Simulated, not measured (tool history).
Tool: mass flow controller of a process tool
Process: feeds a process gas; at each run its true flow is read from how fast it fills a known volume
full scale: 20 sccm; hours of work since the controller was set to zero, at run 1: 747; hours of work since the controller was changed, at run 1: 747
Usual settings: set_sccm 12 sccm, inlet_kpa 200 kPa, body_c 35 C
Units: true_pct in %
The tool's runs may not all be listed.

| run | hour | set_sccm | inlet_kpa | body_c | hours of work since the controller was set to zero | hours of work since the controller was changed | true_pct |
|---|---|---|---|---|---|---|---|
| 1 | 0.0 | 12 | 200 | 35 | 747 | 747 | 100.17 |
| 2 | 56.6 | 12 | 210 | 35 | 768 | 768 | 100.11 |
| 3 | 138.7 | 12 | 200 | 35 | 799 | 799 | 99.87 |
| 4 | 217.2 | 12 | 200 | 35 | 829 | 829 | 100.02 |
| 5 | 272.8 | 12 | 247 | 35 | 850 | 850 | 100.16 |
| 6 | 319.9 | 12 | 247 | 35 | 867 | 867 | 100.05 |
| 7 | 379.5 | 12 | 200 | 35 | 890 | 890 | 99.86 |
| 8 | 474.5 | 12 | 200 | 35 | 926 | 926 | 99.65 |
| 9 | 523.6 | 12 | 200 | 35 | 944 | 944 | 99.74 |
| 10 | 580.5 | 12 | 200 | 35 | 966 | 966 | 99.61 |
| 11 | 638.7 | 12 | 200 | 35 | 988 | 988 | 99.67 |
| 12 | 710.8 | 12 | 200 | 35 | 1015 | 1015 | 99.62 |
| 13 | 800.9 | 12 | 200 | 35 | 1049 | 1049 | 99.57 |
| 14 | 885.4 | 12 | 200 | 35 | 1081 | 1081 | 99.50 |
| 15 | 980.8 | 12 | 200 | 35 | 1117 | 1117 | 99.39 |
| 16 | 1037.5 | 12 | 200 | 35 | 1138 | 1138 | 99.38 |
| 17 | 1133.6 | 12 | 200 | 35 | 1175 | 1175 | 99.33 |
| 18 | 1206.4 | 12 | 200 | 35 | 1202 | 1202 | 99.15 |
| 19 | 1256.8 | 18 | 155 | 32 | 1221 | 1221 | 99.29 |
| 20 | 1333.2 | 12 | 173 | 29 | 1250 | 1250 | 98.69 |
| 21 | 1403.8 | 12 | 232 | 28 | 1277 | 1277 | 98.84 |
| 22 | 1500.2 | 12 | 232 | 28 | 1313 | 1313 | 98.82 |
| 23 | 1542.7 | 4 | 206 | 27 | 1329 | 1329 | 98.12 |
| 24 | 1594.9 | 2 | 179 | 34 | 1349 | 1349 | 98.26 |
| 25 | 1639.6 | 2 | 179 | 34 | 1366 | 1366 | 98.27 |
| 26 | 1713.4 | 2 | 179 | 34 | 1393 | 1393 | 98.29 |
| 27 | 1765.1 | 2 | 179 | 34 | 1413 | 1413 | 98.20 |
| 28 | 1858.6 | 2 | 179 | 32 | 1448 | 1448 | 97.97 |
| 29 | 1938.6 | 2 | 179 | 32 | 1478 | 1478 | 97.90 |
| 30 | 1999.5 | 4 | 179 | 23 | 1501 | 1501 | 97.39 |
| 31 | 2062.7 | 4 | 179 | 23 | 1525 | 1525 | 97.44 |
| 32 | 2156.3 | 4 | 179 | 23 | 1561 | 1561 | 97.54 |
| 33 | 2199.3 | 12 | 200 | 23 | 1577 | 1577 | 97.88 |
| 34 | 2256.7 | 12 | 200 | 23 | 1598 | 1598 | 97.80 |
| 35 | 2316.3 | 12 | 198 | 37 | 1621 | 1621 | 98.45 |
| 36 | 2408.5 | 12 | 198 | 37 | 1656 | 1656 | 98.38 |

Forecast each of these 5 alternatives for the next run:
| A | 2482.0 | 19 | 154 | 29 | 1683 | 1683 | ? |
| B | 2482.0 | 12 | 198 | 35 | 1683 | 1683 | ? |
| C | 2482.0 | 3 | 165 | 30 | 1683 | 1683 | ? |
| D | 2482.0 | 4 | 261 | 35 | 1683 | 1683 | ? |
| E | 2482.0 | 12 | 150 | 23 | 1683 | 1683 | ? |

| run | true_pct |
|---|---|
| A | 98.18 |
| B | 98.16 |
| C | 97.39 |
| D | 98.19 |
| E | 97.46 |
Without the tool's hidden state the same runs would have given:
| run | true_pct |
|---|---|
| A | 99.97 |
| B | 99.95 |
| C | 99.18 |
| D | 99.98 |
| E | 99.24 |
